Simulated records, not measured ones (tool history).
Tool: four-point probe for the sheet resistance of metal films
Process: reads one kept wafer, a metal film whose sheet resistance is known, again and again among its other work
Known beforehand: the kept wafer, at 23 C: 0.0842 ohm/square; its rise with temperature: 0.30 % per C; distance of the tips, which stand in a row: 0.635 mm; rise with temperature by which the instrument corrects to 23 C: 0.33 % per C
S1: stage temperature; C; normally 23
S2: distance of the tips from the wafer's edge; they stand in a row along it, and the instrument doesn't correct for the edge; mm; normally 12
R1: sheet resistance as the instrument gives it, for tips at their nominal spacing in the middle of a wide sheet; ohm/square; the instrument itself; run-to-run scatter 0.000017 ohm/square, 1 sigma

run   hour  S1  S2        R1
  1    0.0  23  12  0.084757
  2    7.8  22  12  0.084809
  3   15.3  23  74  0.084646
  4   22.2  23  74  0.084622
  5   33.5  23  74  0.084619
  6   48.7  19  12  0.084866
  7   56.8  19  21  0.084778
  8   69.7  19  21  0.084800
  9   80.4  19  21  0.084788
 10   88.4  23  12  0.084794
 11   97.8  23  12  0.084815
 12  108.2  23  12  0.084801
 13  121.5  23  12  0.084810
 14  130.0  23  12  0.084783
 15  139.8  23  12  0.084778
 16  153.6  23  12  0.084758
 17  160.3  23  44  0.084680
 18  170.1  23  12  0.084798
 19  185.5  23  12  0.084808
 20  196.6  23  12  0.084793
 21  212.2  23  12  0.084831
 22  218.7  23  12  0.084842
 23  227.8  20  12  0.084887
 24  234.3  20  12  0.084886
 25  242.8  20  12  0.084845
 26  258.4  26  42  0.084619
 27  272.1  34   6  0.084958
 28  279.7  34  22  0.084471
 29  289.6  34  22  0.084474
 30  297.2  21  11  0.084872
 31  309.3  26   5  0.085368
 32  317.3  26   8  0.084911
 33  325.1  26   8  0.084955
 34  335.0  20   6  0.085273
 35  349.7  21  50  0.084748
 36  360.9  24   3  0.086727
 37  370.0  30   6  0.085079
 38  378.7  30   6  0.085082
 39  387.3  22  66  0.084742
 40  400.3  23  22  0.084734
 41  408.6  19  28  0.084850
 42  417.9  27  55  0.084659
 43  424.7  27  55  0.084624
 44  436.9  27  55  0.084609
 45  450.9  27  55  0.084671

Forecast each of these 3 alternatives for the next run:
  A  457.3  23   8   ?
  B  457.3  21   6   ?
  C  457.3  35  52   ?

run        R1
  A  0.085019
  B  0.085276
  C  0.084454
With no hidden state in the tool, these same runs would have given:
run        R1
  A  0.084488
  B  0.084743
  C  0.083924
